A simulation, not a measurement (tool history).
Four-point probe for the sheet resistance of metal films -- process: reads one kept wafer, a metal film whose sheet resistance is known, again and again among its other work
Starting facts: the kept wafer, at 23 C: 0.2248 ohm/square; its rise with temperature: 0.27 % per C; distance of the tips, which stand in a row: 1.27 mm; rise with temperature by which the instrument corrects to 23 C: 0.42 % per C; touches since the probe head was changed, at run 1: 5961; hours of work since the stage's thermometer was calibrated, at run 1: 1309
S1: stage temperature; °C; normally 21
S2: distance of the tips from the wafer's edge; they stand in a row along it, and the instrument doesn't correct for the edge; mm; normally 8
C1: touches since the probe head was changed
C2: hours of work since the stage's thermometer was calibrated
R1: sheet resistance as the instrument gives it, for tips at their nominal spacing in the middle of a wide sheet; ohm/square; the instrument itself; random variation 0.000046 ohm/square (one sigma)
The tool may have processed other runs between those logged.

run    hour  S1  S2     C1    C2        R1
  1       0  21   8   5961  1309  0.228446
  2    60.1  21   8   7696  1356  0.228383
  3   136.3  21   8   9896  1414  0.228249
  4     211  21   8  12054  1472  0.228225
  5   340.5  22   8  15791  1572   0.22775
  6   449.1  22   8  18928  1655  0.227566
        455  -- stage's thermometer calibrated
  7   578.5  22   8  22649    95   0.22743
  8   686.9  22   8  25778   179  0.227292
  9   777.3  22   8  28389   248  0.227181
 10   869.4  26   6  31048   319  0.227998
      918.2  -- stage's thermometer calibrated, once more
 11     939  26   8  33044    16  0.225259
 12  1048.4  26   3  36203   100  0.241535
 13  1134.8  25   3  38696   167  0.241877
 14  1254.2  29   4  42145   259  0.232322
 15  1352.2  24  55  44972   334  0.222504
 16  1409.2  19   6  46618   378  0.229332
 17  1494.2  32  15  49073   444   0.22064
 18  1603.5  26  13  52228   528  0.222794

Same runs, no hidden state in the tool, same run-to-run variation:
Hidden conditions of the tool in this case: inner tips' distance over the nominal, %; tips' flats over new ones', %; wafer's true temperature over the reading, C; drift of the gauge itself on sheet_ohm, %.
run        R1
  1  0.228475
  2   0.22849
  3   0.22845
  4  0.228518
  5    0.2282
  6  0.228154
  7  0.228091
  8  0.228089
  9  0.228081
 10  0.229017
 11  0.226815
 12  0.243327
 13  0.243785
 14  0.234319
 15  0.224541
 16  0.231489
 17  0.222816
 18  0.225121

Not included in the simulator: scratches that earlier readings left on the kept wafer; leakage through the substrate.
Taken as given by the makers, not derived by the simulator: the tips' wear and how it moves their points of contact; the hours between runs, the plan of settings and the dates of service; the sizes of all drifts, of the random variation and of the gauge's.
